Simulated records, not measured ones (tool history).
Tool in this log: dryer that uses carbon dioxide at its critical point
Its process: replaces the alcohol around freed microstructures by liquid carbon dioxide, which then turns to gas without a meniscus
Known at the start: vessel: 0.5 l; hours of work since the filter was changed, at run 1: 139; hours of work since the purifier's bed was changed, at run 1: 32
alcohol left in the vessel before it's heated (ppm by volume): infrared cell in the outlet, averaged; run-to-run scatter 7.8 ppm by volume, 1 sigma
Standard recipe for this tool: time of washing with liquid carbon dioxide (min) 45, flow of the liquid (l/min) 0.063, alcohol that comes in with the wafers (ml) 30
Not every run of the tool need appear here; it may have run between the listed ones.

| run | hour | time of washing with liquid carbon dioxide (min) | flow of the liquid (l/min) | alcohol that comes in with the wafers (ml) | hours of work since the filter was changed | hours of work since the purifier's bed was changed | alcohol left in the vessel before it's heated (ppm by volume) |
|---|---|---|---|---|---|---|---|
| 1 | 0 | 45 | 0.063 | 30 | 139 | 32 | 495 |
| 2 | 7.1 | 45 | 0.063 | 30 | 143 | 36 | 499 |
| 3 | 17.6 | 45 | 0.063 | 30 | 149 | 43 | 493 |
| 4 | 23.3 | 45 | 0.063 | 30 | 153 | 46 | 501 |
| 5 | 33.9 | 45 | 0.063 | 30 | 159 | 53 | 515 |
| 6 | 44.2 | 45 | 0.063 | 30 | 166 | 59 | 519 |
| 7 | 53 | 45 | 0.063 | 30 | 171 | 65 | 532 |
| 8 | 58.4 | 45 | 0.063 | 75 | 175 | 68 | 1332 |
| 9 | 64.8 | 45 | 0.063 | 75 | 179 | 72 | 1310 |
| 10 | 75.6 | 45 | 0.063 | 75 | 185 | 79 | 1317 |
| 11 | 83.5 | 45 | 0.063 | 120 | 190 | 83 | 2059 |
| 12 | 92.8 | 45 | 0.063 | 120 | 196 | 89 | 2178 |
| 13 | 102.1 | 45 | 0.063 | 120 | 202 | 95 | 2140 |
| 14 | 112 | 45 | 0.063 | 120 | 208 | 101 | 2128 |
|  | 114 | inlet filter changed |
| 15 | 121.8 | 45 | 0.063 | 120 | 5 | 107 | 1671 |
| 16 | 132.3 | 45 | 0.063 | 120 | 11 | 113 | 1628 |
| 17 | 142.1 | 45 | 0.063 | 120 | 17 | 119 | 1733 |
| 18 | 152.6 | 45 | 0.063 | 120 | 24 | 126 | 1627 |
| 19 | 157.8 | 45 | 0.063 | 30 | 27 | 129 | 452 |
| 20 | 164.4 | 45 | 0.063 | 30 | 31 | 133 | 451 |
| 21 | 174.5 | 45 | 0.063 | 30 | 37 | 139 | 448 |
| 22 | 181.1 | 45 | 0.063 | 30 | 41 | 143 | 474 |
| 23 | 192.4 | 28 | 0.063 | 30 | 48 | 150 | 2730 |
| 24 | 201.3 | 28 | 0.0906 | 78 | 54 | 156 | 1854 |
| 25 | 208.3 | 36 | 0.063 | 30 | 58 | 160 | 1194 |
| 26 | 219.4 | 60 | 0.063 | 66 | 65 | 167 | 215 |
| 27 | 225.3 | 60 | 0.063 | 66 | 69 | 170 | 231 |
| 28 | 234.1 | 60 | 0.063 | 66 | 74 | 176 | 213 |

Run 29, settings as shown, results not yet in. Your forecast:
| 29 | 238.8 | 35 | 0.0606 | 30 | 77 | 179 | ? |

alcohol left in the vessel before it's heated (ppm by volume): 1550
On a tool with no hidden condition, and with the same random variation, this run would have come out at alcohol left in the vessel before it's heated (ppm by volume) 1394.
